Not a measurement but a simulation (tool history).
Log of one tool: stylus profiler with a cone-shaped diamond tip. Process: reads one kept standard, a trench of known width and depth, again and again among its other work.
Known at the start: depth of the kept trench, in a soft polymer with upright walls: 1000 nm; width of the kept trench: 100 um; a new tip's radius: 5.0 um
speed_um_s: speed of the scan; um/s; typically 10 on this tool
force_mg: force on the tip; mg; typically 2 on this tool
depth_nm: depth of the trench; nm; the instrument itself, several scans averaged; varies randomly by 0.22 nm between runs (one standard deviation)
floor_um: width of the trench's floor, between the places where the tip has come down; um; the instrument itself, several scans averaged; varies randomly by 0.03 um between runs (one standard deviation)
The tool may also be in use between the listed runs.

| run | day | speed_um_s | force_mg | depth_nm | floor_um |
|---|---|---|---|---|---|
| 1 | 0 | 10 | 2 | 1006.92 | 90.67 |
| 2 | 2.833 | 10 | 2 | 1007.43 | 90.61 |
| 3 | 4.15 | 10 | 2 | 1007.42 | 90.6 |
| 4 | 6.746 | 9 | 2 | 1007.53 | 90.52 |
| 5 | 8.817 | 10 | 2 | 1007.72 | 90.47 |
| 6 | 11.012 | 10 | 2 | 1007.74 | 90.36 |
| 7 | 13.404 | 10 | 2 | 1008.29 | 90.34 |
| 8 | 15.529 | 10 | 2.42 | 1009.02 | 90.31 |
| 9 | 16.962 | 10 | 1.25 | 1006.4 | 90.17 |
| 10 | 19.654 | 10 | 1.25 | 1006.83 | 90.12 |
| 11 | 22.238 | 23 | 2 | 1008.76 | 89.97 |
| 12 | 24.008 | 23 | 2 | 1008.42 | 89.96 |
| 13 | 25.617 | 5 | 2 | 1008.42 | 89.98 |
| 14 | 27.025 | 10 | 2.38 | 1009.62 | 89.91 |
| 15 | 29.488 | 10 | 2.38 | 1009.52 | 89.92 |
| 16 | 31.725 | 10 | 1.57 | 1008.08 | 89.82 |
| 17 | 34.646 | 10 | 1.57 | 1007.81 | 89.73 |
| 18 | 36.625 | 10 | 1.57 | 1008.11 | 89.68 |
| 19 | 38.029 | 10 | 1.57 | 1007.89 | 89.71 |
| 20 | 40.112 | 3 | 1.57 | 1008.32 | 89.66 |
| 21 | 43.346 | 10 | 1.08 | 1007.5 | 89.51 |
| 22 | 45.104 | 9 | 2.26 | 1010.2 | 89.51 |
| 23 | 48.379 | 4 | 2.65 | 1011.26 | 89.47 |
| 24 | 50.5 | 4 | 2.65 | 1011.58 | 89.36 |
| 25 | 52.758 | 3 | 4.84 | 1015.75 | 89.34 |
| 26 | 54.408 | 3 | 4.84 | 1015.94 | 89.34 |
| 27 | 56.1 | 3 | 4.84 | 1015.97 | 89.28 |
| 28 | 57.65 | 18 | 1.4 | 1009.11 | 89.12 |
| 29 | 60.304 | 2 | 2.6 | 1012.13 | 89.18 |
| 30 | 61.883 | 10 | 2.37 | 1011.67 | 89.09 |
| 31 | 64.933 | 15 | 2 | 1010.88 | 89.03 |
| 32 | 67.621 | 23 | 1.44 | 1009.76 | 88.92 |
| 33 | 69.438 | 4 | 1.48 | 1009.75 | 88.93 |
| 34 | 71.708 | 10 | 2 | 1011.4 | 88.93 |
| 35 | 73.838 | 8 | 2.9 | 1013.56 | 88.88 |

Difference, measured minus no-hidden-state, one row per run. Run-to-run variation is common to both terms; the gauge's own scatter need not be:
What the log doesn't record here: radius of the tip, um; height scale over the true one, %; drift of the gauge itself on depth_nm, %; drift of the gauge itself on floor_um, %.
| run | depth_nm | floor_um |
|---|---|---|
| 1 | +0.16 | -3.27 |
| 2 | +0.34 | -3.34 |
| 3 | +0.41 | -3.38 |
| 4 | +0.57 | -3.45 |
| 5 | +0.69 | -3.51 |
| 6 | +0.83 | -3.57 |
| 7 | +0.96 | -3.63 |
| 8 | +1.09 | -3.68 |
| 9 | +1.17 | -3.73 |
| 10 | +1.34 | -3.8 |
| 11 | +1.5 | -3.86 |
| 12 | +1.61 | -3.91 |
| 13 | +1.7 | -3.95 |
| 14 | +1.79 | -3.99 |
| 15 | +1.94 | -4.05 |
| 16 | +2.06 | -4.11 |
| 17 | +2.22 | -4.19 |
| 18 | +2.34 | -4.24 |
| 19 | +2.43 | -4.28 |
| 20 | +2.56 | -4.32 |
| 21 | +2.75 | -4.41 |
| 22 | +2.87 | -4.45 |
| 23 | +3.07 | -4.53 |
| 24 | +3.19 | -4.59 |
| 25 | +3.35 | -4.63 |
| 26 | +3.44 | -4.66 |
| 27 | +3.54 | -4.71 |
| 28 | +3.61 | -4.74 |
| 29 | +3.76 | -4.81 |
| 30 | +3.85 | -4.84 |
| 31 | +4.02 | -4.91 |
| 32 | +4.18 | -4.97 |
| 33 | +4.27 | -5.02 |
| 34 | +4.39 | -5.07 |
| 35 | +4.53 | -5.11 |

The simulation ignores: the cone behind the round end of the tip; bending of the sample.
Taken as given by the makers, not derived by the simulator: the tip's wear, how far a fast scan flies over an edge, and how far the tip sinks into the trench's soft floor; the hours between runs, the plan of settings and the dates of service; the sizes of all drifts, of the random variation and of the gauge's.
